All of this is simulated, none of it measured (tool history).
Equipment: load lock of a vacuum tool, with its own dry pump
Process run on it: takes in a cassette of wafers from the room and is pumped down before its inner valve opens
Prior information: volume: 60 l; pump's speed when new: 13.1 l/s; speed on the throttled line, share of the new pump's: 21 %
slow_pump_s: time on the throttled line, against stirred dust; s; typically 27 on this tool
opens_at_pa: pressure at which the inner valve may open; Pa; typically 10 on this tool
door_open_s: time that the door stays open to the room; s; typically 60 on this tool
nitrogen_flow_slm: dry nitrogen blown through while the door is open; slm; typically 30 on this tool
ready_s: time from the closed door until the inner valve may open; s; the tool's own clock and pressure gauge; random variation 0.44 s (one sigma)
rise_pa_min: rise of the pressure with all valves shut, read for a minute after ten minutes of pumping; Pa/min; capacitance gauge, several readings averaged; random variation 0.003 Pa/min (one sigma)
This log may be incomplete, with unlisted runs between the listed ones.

run,hour,slow_pump_s,opens_at_pa,door_open_s,nitrogen_flow_slm,"incoming humidity of the room's air, %",ready_s,rise_pa_min
1,0,27,10,60,30,42.8,64.9,0.093
2,560.1,27,10,60,30,47.6,65.2,0.111
3,939.1,27,10,60,30,45.6,65.8,0.106
4,1447.3,27,10,60,30,46.4,65.6,0.117
5,1966.9,27,10,60,30,47.4,66.3,0.123
6,2531.9,27,10,60,30,43.9,66,0.137
7,2941.5,34,10,60,30,47.9,72.1,0.143
8,3516.2,34,10,60,30,43.2,71.7,0.15
9,3774.7,34,10,60,30,44.2,71.4,0.156
10,4201.5,31,10,211,30,42.6,69.9,0.178
11,4784.8,31,10,211,30,41.1,69.6,0.197
12,5404.5,26,14,60,8,48.8,65.1,0.197
13,5922,20,15,90,7,43,60.1,0.223
14,6313.5,48,17,54,7,46.2,80.7,0.224
15,6615.6,25,14,126,5,43.6,63.5,0.258
16,7105.1,25,14,126,5,46.7,64.5,0.255
17,7462.5,25,14,126,5,45.2,64.1,0.269

Had the tool no unlogged condition, and each run kept its random variation, what would the results have been?
Hidden conditions of the tool in this case: pump's speed, % of a new pump's; leak at the door's seal, Pa l/s; drift of the gauge itself on ready_s, %; drift of the gauge itself on rise_pa_min, %.
run,ready_s,rise_pa_min
1,63.8,0.024
2,63.8,0.033
3,64.3,0.025
4,63.9,0.028
5,64.4,0.023
6,63.9,0.029
7,70,0.029
8,69.4,0.025
9,69,0.026
10,67.3,0.041
11,66.8,0.046
12,62.1,0.036
13,56.9,0.047
14,77.9,0.037
15,60.1,0.064
16,60.9,0.058
17,60.4,0.059

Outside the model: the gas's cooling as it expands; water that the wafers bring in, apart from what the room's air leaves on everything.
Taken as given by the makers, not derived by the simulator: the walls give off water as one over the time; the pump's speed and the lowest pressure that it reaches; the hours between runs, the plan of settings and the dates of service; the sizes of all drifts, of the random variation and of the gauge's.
